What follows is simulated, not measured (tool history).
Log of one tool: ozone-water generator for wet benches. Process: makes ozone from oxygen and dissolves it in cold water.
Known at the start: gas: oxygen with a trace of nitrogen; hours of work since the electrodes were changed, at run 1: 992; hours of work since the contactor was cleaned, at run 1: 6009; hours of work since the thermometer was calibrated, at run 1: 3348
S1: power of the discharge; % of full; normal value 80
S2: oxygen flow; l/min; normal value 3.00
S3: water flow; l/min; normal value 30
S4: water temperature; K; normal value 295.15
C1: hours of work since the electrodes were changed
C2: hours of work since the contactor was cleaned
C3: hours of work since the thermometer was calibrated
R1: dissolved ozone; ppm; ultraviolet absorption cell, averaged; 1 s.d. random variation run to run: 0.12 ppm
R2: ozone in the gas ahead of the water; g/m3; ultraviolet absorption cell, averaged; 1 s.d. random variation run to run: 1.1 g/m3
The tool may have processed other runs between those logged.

{"run": 1, "day": 0.0, "S1": 80, "S2": 3.0, "S3": 30, "S4": 295.15, "C1": 992, "C2": 6009, "C3": 3348, "R1": 9.8, "R2": 197.2}
{"run": 2, "day": 1.221, "S1": 80, "S2": 3.87, "S3": 30, "S4": 295.15, "C1": 1010, "C2": 6028, "C3": 3367, "R1": 10.2, "R2": 168.8}
{"run": 3, "day": 2.258, "S1": 80, "S2": 3.87, "S3": 30, "S4": 295.15, "C1": 1026, "C2": 6044, "C3": 3383, "R1": 9.6, "R2": 166.9}
{"run": 4, "day": 4.062, "S1": 80, "S2": 3.87, "S3": 30, "S4": 295.15, "C1": 1053, "C2": 6071, "C3": 3410, "R1": 9.9, "R2": 167.3}
{"run": 5, "day": 5.071, "S1": 80, "S2": 3.0, "S3": 30, "S4": 295.15, "C1": 1069, "C2": 6087, "C3": 3426, "R1": 9.7, "R2": 193.6}
{"run": 6, "day": 5.842, "S1": 80, "S2": 3.0, "S3": 30, "S4": 295.15, "C1": 1080, "C2": 6098, "C3": 3437, "R1": 9.6, "R2": 192.8}
{"run": 7, "day": 7.121, "S1": 80, "S2": 3.0, "S3": 30, "S4": 295.15, "C1": 1100, "C2": 6118, "C3": 3457, "R1": 9.6, "R2": 194.7}
{"run": 8, "day": 7.962, "S1": 80, "S2": 5.32, "S3": 22, "S4": 295.15, "C1": 1113, "C2": 6131, "C3": 3470, "R1": 13.7, "R2": 139.7}
{"run": 9, "day": 8.817, "S1": 80, "S2": 5.32, "S3": 22, "S4": 295.15, "C1": 1126, "C2": 6144, "C3": 3483, "R1": 13.4, "R2": 138.3}
{"run": 10, "day": 9.954, "S1": 46, "S2": 3.0, "S3": 27, "S4": 295.15, "C1": 1143, "C2": 6161, "C3": 3500, "R1": 8.1, "R2": 143.5}
{"run": 11, "day": 10.921, "S1": 97, "S2": 3.0, "S3": 33, "S4": 295.15, "C1": 1158, "C2": 6176, "C3": 3515, "R1": 9.6, "R2": 214.9}
{"run": 12, "day": 11.912, "S1": 97, "S2": 1.88, "S3": 41, "S4": 291.15, "C1": 1173, "C2": 6191, "C3": 3530, "R1": 6.7, "R2": 279.7}
{"run": 13, "day": 13.696, "S1": 80, "S2": 2.85, "S3": 30, "S4": 297.15, "C1": 1200, "C2": 6218, "C3": 3557, "R1": 9.4, "R2": 199.5}
{"run": 14, "day": 14.808, "S1": 41, "S2": 3.14, "S3": 20, "S4": 294.15, "C1": 1217, "C2": 6235, "C3": 3574, "R1": 10.4, "R2": 132.1}

Forecast each of these 3 alternatives for the next run:
{"run": "A", "day": 16.079, "S1": 80, "S2": 3.0, "S3": 30, "S4": 291.15, "C1": 1236, "C2": 6254, "C3": 3593, "R1": "?", "R2": "?"}
{"run": "B", "day": 16.079, "S1": 41, "S2": 3.14, "S3": 26, "S4": 294.15, "C1": 1236, "C2": 6254, "C3": 3593, "R1": "?", "R2": "?"}
{"run": "C", "day": 16.079, "S1": 41, "S2": 3.14, "S3": 21, "S4": 294.15, "C1": 1236, "C2": 6254, "C3": 3593, "R1": "?", "R2": "?"}

run=A R1=9.9 R2=193.7
run=B R1=8.0 R2=132.1
run=C R1=9.9 R2=132.1
Without the tool's unlogged condition, the same runs would have read:
run=A R1=9.9 R2=195.7
run=B R1=8.0 R2=133.5
run=C R1=9.9 R2=133.5

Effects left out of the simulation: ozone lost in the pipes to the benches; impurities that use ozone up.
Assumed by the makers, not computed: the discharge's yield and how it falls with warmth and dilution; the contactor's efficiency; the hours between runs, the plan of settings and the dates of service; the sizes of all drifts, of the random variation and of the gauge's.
